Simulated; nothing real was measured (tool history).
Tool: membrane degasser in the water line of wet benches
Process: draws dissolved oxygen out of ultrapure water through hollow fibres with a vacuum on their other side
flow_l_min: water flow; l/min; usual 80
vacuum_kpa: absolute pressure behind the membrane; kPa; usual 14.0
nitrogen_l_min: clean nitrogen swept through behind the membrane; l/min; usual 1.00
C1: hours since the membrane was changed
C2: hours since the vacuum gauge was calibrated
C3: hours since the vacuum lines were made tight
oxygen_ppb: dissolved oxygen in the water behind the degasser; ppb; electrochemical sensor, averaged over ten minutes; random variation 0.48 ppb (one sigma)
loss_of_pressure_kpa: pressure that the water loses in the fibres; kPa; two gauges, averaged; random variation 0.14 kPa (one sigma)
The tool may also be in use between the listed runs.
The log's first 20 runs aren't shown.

{"day": 50.642, "done": "vacuum gauge calibrated"}
{"run": 21, "day": 51.496, "flow_l_min": 59, "vacuum_kpa": 9.1, "nitrogen_l_min": 0.63, "C1": 3784, "C2": 20, "C3": 1504, "oxygen_ppb": 827.5, "loss_of_pressure_kpa": 32.36}
{"run": 22, "day": 54.167, "flow_l_min": 58, "vacuum_kpa": 12.9, "nitrogen_l_min": 2.77, "C1": 3848, "C2": 85, "C3": 1568, "oxygen_ppb": 437.7, "loss_of_pressure_kpa": 32.16}
{"day": 56.712, "done": "gauge calibrated"}
{"run": 23, "day": 57.062, "flow_l_min": 58, "vacuum_kpa": 12.9, "nitrogen_l_min": 2.77, "C1": 3918, "C2": 154, "C3": 1637, "oxygen_ppb": 431.4, "loss_of_pressure_kpa": 32.13}
{"run": 24, "day": 60.371, "flow_l_min": 50, "vacuum_kpa": 9.8, "nitrogen_l_min": 2.2, "C1": 3997, "C2": 233, "C3": 1717, "oxygen_ppb": 319.7, "loss_of_pressure_kpa": 27.65}
{"run": 25, "day": 62.1, "flow_l_min": 48, "vacuum_kpa": 18.8, "nitrogen_l_min": 1.49, "C1": 4039, "C2": 275, "C3": 1758, "oxygen_ppb": 949.1, "loss_of_pressure_kpa": 26.42}
{"run": 26, "day": 64.421, "flow_l_min": 55, "vacuum_kpa": 14.0, "nitrogen_l_min": 1.0, "C1": 4094, "C2": 331, "C3": 1814, "oxygen_ppb": 1006.7, "loss_of_pressure_kpa": 30.41}
{"run": 27, "day": 66.325, "flow_l_min": 55, "vacuum_kpa": 14.0, "nitrogen_l_min": 1.0, "C1": 4140, "C2": 376, "C3": 1860, "oxygen_ppb": 1007.0, "loss_of_pressure_kpa": 30.42}
{"run": 28, "day": 68.112, "flow_l_min": 49, "vacuum_kpa": 14.0, "nitrogen_l_min": 2.45, "C1": 4183, "C2": 419, "C3": 1903, "oxygen_ppb": 460.2, "loss_of_pressure_kpa": 27.04}
{"run": 29, "day": 70.196, "flow_l_min": 48, "vacuum_kpa": 14.0, "nitrogen_l_min": 0.64, "C1": 4233, "C2": 469, "C3": 1953, "oxygen_ppb": 1236.9, "loss_of_pressure_kpa": 26.44}
{"run": 30, "day": 72.696, "flow_l_min": 48, "vacuum_kpa": 14.0, "nitrogen_l_min": 0.64, "C1": 4293, "C2": 529, "C3": 2013, "oxygen_ppb": 1237.8, "loss_of_pressure_kpa": 26.4}
{"run": 31, "day": 75.921, "flow_l_min": 87, "vacuum_kpa": 14.0, "nitrogen_l_min": 2.33, "C1": 4371, "C2": 607, "C3": 2090, "oxygen_ppb": 766.4, "loss_of_pressure_kpa": 47.86}
{"run": 32, "day": 77.571, "flow_l_min": 68, "vacuum_kpa": 25.7, "nitrogen_l_min": 1.58, "C1": 4410, "C2": 646, "C3": 2130, "oxygen_ppb": 1616.1, "loss_of_pressure_kpa": 37.41}
{"run": 33, "day": 79.592, "flow_l_min": 68, "vacuum_kpa": 13.3, "nitrogen_l_min": 1.37, "C1": 4459, "C2": 695, "C3": 2178, "oxygen_ppb": 885.8, "loss_of_pressure_kpa": 37.33}

Forecast each of these 3 alternatives for the next run:
{"run": "A", "day": 82.238, "flow_l_min": 57, "vacuum_kpa": 16.1, "nitrogen_l_min": 2.74, "C1": 4522, "C2": 758, "C3": 2242, "oxygen_ppb": "?", "loss_of_pressure_kpa": "?"}
{"run": "B", "day": 82.238, "flow_l_min": 53, "vacuum_kpa": 12.8, "nitrogen_l_min": 0.8, "C1": 4522, "C2": 758, "C3": 2242, "oxygen_ppb": "?", "loss_of_pressure_kpa": "?"}
{"run": "C", "day": 82.238, "flow_l_min": 90, "vacuum_kpa": 13.3, "nitrogen_l_min": 2.57, "C1": 4522, "C2": 758, "C3": 2242, "oxygen_ppb": "?", "loss_of_pressure_kpa": "?"}

run=A oxygen_ppb=565.2 loss_of_pressure_kpa=31.50
run=B oxygen_ppb=1030.2 loss_of_pressure_kpa=29.14
run=C oxygen_ppb=688.2 loss_of_pressure_kpa=49.80
Without the tool's hidden state the same runs would have given:
run=A oxygen_ppb=561.4 loss_of_pressure_kpa=31.49
run=B oxygen_ppb=1023.3 loss_of_pressure_kpa=29.14
run=C oxygen_ppb=683.6 loss_of_pressure_kpa=49.80
